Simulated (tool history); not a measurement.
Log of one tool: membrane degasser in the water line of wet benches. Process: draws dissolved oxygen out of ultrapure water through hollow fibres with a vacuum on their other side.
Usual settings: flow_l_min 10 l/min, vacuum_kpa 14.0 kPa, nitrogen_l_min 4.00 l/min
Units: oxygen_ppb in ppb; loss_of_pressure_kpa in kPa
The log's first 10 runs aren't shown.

run,hour,flow_l_min,vacuum_kpa,nitrogen_l_min,oxygen_ppb,loss_of_pressure_kpa
11,1876.0,10,14.0,4.00,402.8,47.00
12,2121.4,10,14.0,4.00,396.7,47.08
13,2347.9,10,14.0,4.00,408.9,46.91
14,2559.9,10,14.0,4.00,398.4,47.27
15,2710.1,10,14.0,4.40,394.3,47.34
16,2822.8,10,28.4,4.40,481.1,47.51
17,2947.9,10,28.4,4.40,475.1,47.11
18,3095.2,10,8.6,4.40,377.0,47.05
19,3235.5,12,14.3,10.37,539.2,56.71
20,3432.1,12,13.8,11.23,530.1,56.86
21,3570.2,9,17.3,11.23,303.3,42.75
22,3801.0,9,17.3,11.23,302.3,42.97
23,3991.2,9,17.3,11.23,308.5,42.71
24,4219.3,14,17.3,2.22,873.0,66.47
25,4366.5,12,14.0,4.00,589.5,57.07

Run 26 comes next. What will it give?
26,4551.0,10,14.0,2.80,?,?

Run 26 gave oxygen_ppb 442.1 ppb, loss_of_pressure_kpa 47.90 kPa.
Without the tool's hidden state the same run would have given oxygen_ppb 383.7 ppb, loss_of_pressure_kpa 45.36 kPa.

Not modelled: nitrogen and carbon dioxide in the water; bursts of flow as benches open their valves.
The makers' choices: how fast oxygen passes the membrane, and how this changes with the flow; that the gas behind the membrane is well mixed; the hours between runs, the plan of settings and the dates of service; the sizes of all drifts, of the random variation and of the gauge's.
